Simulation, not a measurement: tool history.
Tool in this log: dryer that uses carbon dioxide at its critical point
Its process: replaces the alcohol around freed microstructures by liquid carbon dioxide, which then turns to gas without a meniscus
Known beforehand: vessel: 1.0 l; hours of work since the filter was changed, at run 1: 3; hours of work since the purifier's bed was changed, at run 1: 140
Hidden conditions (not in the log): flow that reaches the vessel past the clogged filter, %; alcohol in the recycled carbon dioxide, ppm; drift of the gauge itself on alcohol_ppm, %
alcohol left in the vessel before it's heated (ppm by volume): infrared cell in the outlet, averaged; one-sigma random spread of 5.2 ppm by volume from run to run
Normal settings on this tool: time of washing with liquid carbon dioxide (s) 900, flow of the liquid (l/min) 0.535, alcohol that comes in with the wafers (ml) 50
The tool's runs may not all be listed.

run   hour  time of washing with liquid carbon dioxide (s)  flow of the liquid (l/min)  alcohol that comes in with the wafers (ml)  hours of work since the filter was changed  hours of work since the purifier's bed was changed  alcohol left in the vessel before it's heated (ppm by volume)
  1      0                                             900                       0.535                                          50                                           3                                                 140                                                            156
  2    7.8                                             900                        0.71                                          50                                           6                                                 143                                                             59
  3   13.1                                             900                       0.535                                          22                                           9                                                 146                                                             86
  4   23.9                                             900                       0.535                                          22                                          13                                                 150                                                             97
  5   31.2                                             900                        0.64                                          22                                          16                                                 153                                                             56
  6   36.9                                             900                        0.64                                          22                                          18                                                 156                                                             51
  7   46.2                                             900                       0.535                                          50                                          22                                                 159                                                            148
  8   52.7                                             900                       0.535                                          50                                          25                                                 162                                                            151
  9   61.9                                             900                       0.535                                          50                                          29                                                 166                                                            157
 10   71.8                                             900                        0.51                                          50                                          33                                                 170                                                            209
 11   77.6                                             900                        0.51                                          50                                          35                                                 173                                                            204
 12   84.9                                             900                       0.535                                          50                                          38                                                 176                                                            178
 13   93.7                                             600                       0.535                                          50                                          42                                                 179                                                            930
 14    102                                             600                       0.535                                          50                                          46                                                 183                                                            903
 15  108.7                                             600                       0.535                                          50                                          48                                                 185                                                            939
 16  114.8                                             600                       0.535                                          50                                          51                                                 188                                                            921
 17  119.8                                            1320                       0.535                                          50                                          53                                                 190                                                             69
 18  125.1                                            1320                       0.535                                          50                                          55                                                 192                                                             67
 19  132.7                                            1320                       0.535                                          50                                          58                                                 195                                                             62
 20  142.5                                            1440                       0.535                                          50                                          62                                                 200                                                             63
 21    149                                            1440                       0.535                                          50                                          65                                                 202                                                             57
 22    155                                            1020                       0.535                                          50                                          68                                                 205                                                            116
 23  165.5                                             900                       0.535                                          51                                          72                                                 209                                                            188
 24  170.2                                             900                       0.535                                          51                                          74                                                 211                                                            182
 25  178.9                                            1200                        0.44                                          21                                          78                                                 215                                                            101
 26  188.8                                             900                       0.555                                          32                                          82                                                 219                                                            132
 27  199.3                                            1380                       0.389                                          25                                          86                                                 223                                                            102
 28    206                                            1260                        0.55                                          25                                          89                                                 226                                                             71
 29  216.1                                            1260                        0.55                                          25                                          93                                                 230                                                             66
 30  226.7                                             900                         0.5                                          50                                          97                                                 235                                                            261
 31  237.7                                             960                       0.559                                          50                                         102                                                 239                                                            137
 32  245.1                                             900                       0.428                                         113                                         105                                                 242                                                           1086
 33  255.1                                             900                       0.428                                          21                                         109                                                 246                                                            267
 34  263.7                                             720                       0.641                                         114                                         113                                                 250                                                            468
 35  273.6                                             600                       0.535                                          79                                         117                                                 254                                                           1684
 36  282.3                                             780                       0.631                                          25                                         121                                                 258                                                            131
 37  288.1                                             780                       0.631                                          25                                         123                                                 260                                                            141
 38  294.4                                             780                       0.631                                          25                                         126                                                 263                                                            133

Expected results for the next run?
 39  299.9                                            1320                       0.391                                          24                                         128                                                 265                                                              ?

{"run 39": {"alcohol left in the vessel before it's heated (ppm by volume)": 115}}
Without the tool's hidden state the same run would have given alcohol left in the vessel before it's heated (ppm by volume) 30.
